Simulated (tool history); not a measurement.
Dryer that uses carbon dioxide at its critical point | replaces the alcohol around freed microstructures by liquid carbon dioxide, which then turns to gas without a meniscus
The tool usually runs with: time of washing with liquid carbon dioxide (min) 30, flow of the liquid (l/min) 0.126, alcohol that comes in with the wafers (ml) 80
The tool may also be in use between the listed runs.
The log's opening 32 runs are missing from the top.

run    hour  time of washing with liquid carbon dioxide (min)  flow of the liquid (l/min)  alcohol that comes in with the wafers (ml)  alcohol left in the vessel before it's heated (ppm by volume)
 33  1252.1                                                25                       0.126                                          71                                                           1429
 34  1282.8                                                40                       0.161                                          23                                                            146
 35  1334.5                                                40                       0.161                                          23                                                            157
 36  1370.1                                                32                       0.089                                          88                                                           3717
     1377.7  -- inlet filter changed
 37  1414.5                                                30                       0.127                                         113                                                            608
 38  1451.1                                                30                       0.127                                         113                                                            705
 39  1499.5                                                30                       0.149                                         113                                                            368
 40  1525.3                                                30                       0.201                                          81                                                            177
 41  1572.4                                                34                       0.134                                          73                                                            325
 42  1619.1                                                44                       0.202                                          99                                                            175
 43  1644.9                                                36                       0.165                                          81                                                            194
 44  1668.6                                                36                       0.165                                          81                                                            190
 45  1711.3                                                25                       0.093                                          55                                                           4534
     1723.8  -- inlet filter changed
 46  1763.4                                                25                       0.126                                          66                                                           1006
 47  1810.7                                                31                       0.188                                          21                                                            184

Forecast each of these 3 alternatives for the next run:
  A  1853.8                                                31                       0.188                                          22                                                              ?
  B  1853.8                                                30                       0.094                                          96                                                              ?
  C  1853.8                                                30                       0.098                                          34                                                              ?

run  alcohol left in the vessel before it's heated (ppm by volume)
  A                                                            199
  B                                                           2774
  C                                                            940
Had the tool no hidden state, the same runs would have come out as:
run  alcohol left in the vessel before it's heated (ppm by volume)
  A                                                             17
  B                                                           1962
  C                                                            569
